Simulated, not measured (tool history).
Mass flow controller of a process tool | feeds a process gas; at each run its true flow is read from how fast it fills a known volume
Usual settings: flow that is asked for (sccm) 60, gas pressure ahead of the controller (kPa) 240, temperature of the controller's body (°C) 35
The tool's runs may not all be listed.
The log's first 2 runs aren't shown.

run	day	flow that is asked for (sccm)	gas pressure ahead of the controller (kPa)	temperature of the controller's body (°C)	hours of work since the controller was set to zero	hours of work since the controller was changed	true flow (%)
3	35.262	65	240	35	2009	2009	99.47
4	47.867	65	240	34	2159	2159	99.19
5	64.304	65	240	34	2355	2355	99.12
6	86.988	65	240	34	2625	2625	98.97
7	102.892	65	240	23	2814	2814	97.71
8	118.192	60	164	35	2996	2996	99.36
9	130.104	60	240	35	3138	3138	98.83
10	151.683	62	240	35	3394	3394	98.75
11	166.471	60	240	35	3570	3570	98.53
12	177.267	60	240	35	3699	3699	98.46
13	189.212	60	157	35	3841	3841	98.93
14	211.912	60	157	35	4111	4111	98.95
15	222.188	60	240	26	4233	4233	97.23
16	243.433	60	240	23	4486	4486	96.75
17	254.962	53	240	23	4623	4623	96.35
18	264.267	60	240	35	4734	4734	98.02
19	285.050	60	240	35	4982	4982	97.90

Forecast run 20:
20	303.496	60	240	35	5201	5201	?

{"run 20": {"true flow (%)": 97.76}}
Without the tool's hidden state the same run would have given true flow (%) 100.32.

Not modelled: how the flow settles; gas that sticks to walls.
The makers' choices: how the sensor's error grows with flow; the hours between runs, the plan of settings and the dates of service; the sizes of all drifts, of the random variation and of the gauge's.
